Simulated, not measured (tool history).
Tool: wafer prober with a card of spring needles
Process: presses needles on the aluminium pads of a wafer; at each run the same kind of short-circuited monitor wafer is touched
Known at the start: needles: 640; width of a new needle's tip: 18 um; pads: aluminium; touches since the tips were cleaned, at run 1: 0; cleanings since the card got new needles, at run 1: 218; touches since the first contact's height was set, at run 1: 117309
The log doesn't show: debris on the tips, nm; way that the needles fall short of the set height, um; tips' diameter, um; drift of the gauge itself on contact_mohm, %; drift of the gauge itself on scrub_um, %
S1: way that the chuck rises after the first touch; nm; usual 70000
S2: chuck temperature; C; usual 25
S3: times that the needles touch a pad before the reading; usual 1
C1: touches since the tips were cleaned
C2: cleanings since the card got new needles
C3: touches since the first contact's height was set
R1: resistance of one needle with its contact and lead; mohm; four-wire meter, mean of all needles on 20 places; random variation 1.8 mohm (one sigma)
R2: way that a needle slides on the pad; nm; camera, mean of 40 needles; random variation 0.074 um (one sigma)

run   hour     S1  S2  S3    C1   C2      C3   R1     R2
  1      0  70000  25   1     0  218  117309  203   9770
       4.7  -- tips cleaned on abrasive film
       9.4  -- tips cleaned on abrasive film
  2     12  70000  25   1  1510  220  124065  285   9370
      13.9  -- tips cleaned on abrasive film
      17.7  -- tips cleaned on abrasive film
      21.5  -- tips cleaned on abrasive film
      26.1  -- tips cleaned on abrasive film
      30.8  -- tips cleaned on abrasive film
      32.1  -- height of the first contact set anew
      35.8  -- tips cleaned on abrasive film
  3   36.9  70000  25   1   612  226    2716  237  10410
      39.7  -- tips cleaned on abrasive film
      44.4  -- tips cleaned on abrasive film
  4   47.7  70000  25   1  1862  228    8783  275  10410
      48.7  -- tips cleaned on abrasive film
      52.5  -- tips cleaned on abrasive film
      57.2  -- tips cleaned on abrasive film
      60.9  -- tips cleaned on abrasive film
      65.2  -- tips cleaned on abrasive film
  5   65.2  70000  25   1     0  233   18532  211  10340
      69.9  -- tips cleaned on abrasive film
      71.8  -- tips cleaned on abrasive film, once more
      75.6  -- tips cleaned on abrasive film
      80.3  -- tips cleaned on abrasive film
  6   81.9  70000  25   1   949  237   27894  245  10210
      84.8  -- tips cleaned on abrasive film
      88.5  -- tips cleaned on abrasive film
      92.3  -- tips cleaned on abrasive film
        97  -- tips cleaned on abrasive film
     100.8  -- tips cleaned on abrasive film
  7  103.2  70000  25   1  1370  242   39782  256  10180

The next listed run, before its measurement:
     105.1  -- tips cleaned on abrasive film
     109.8  -- tips cleaned on abrasive film
     114.5  -- tips cleaned on abrasive film
  8  117.5  70000  25   1  1746  245  47839   ?   ?

Run 8 gave R1 275 mohm, R2 10130 nm.
Without the tool's hidden state the same run would have given R1 191 mohm, R2 10440 nm.
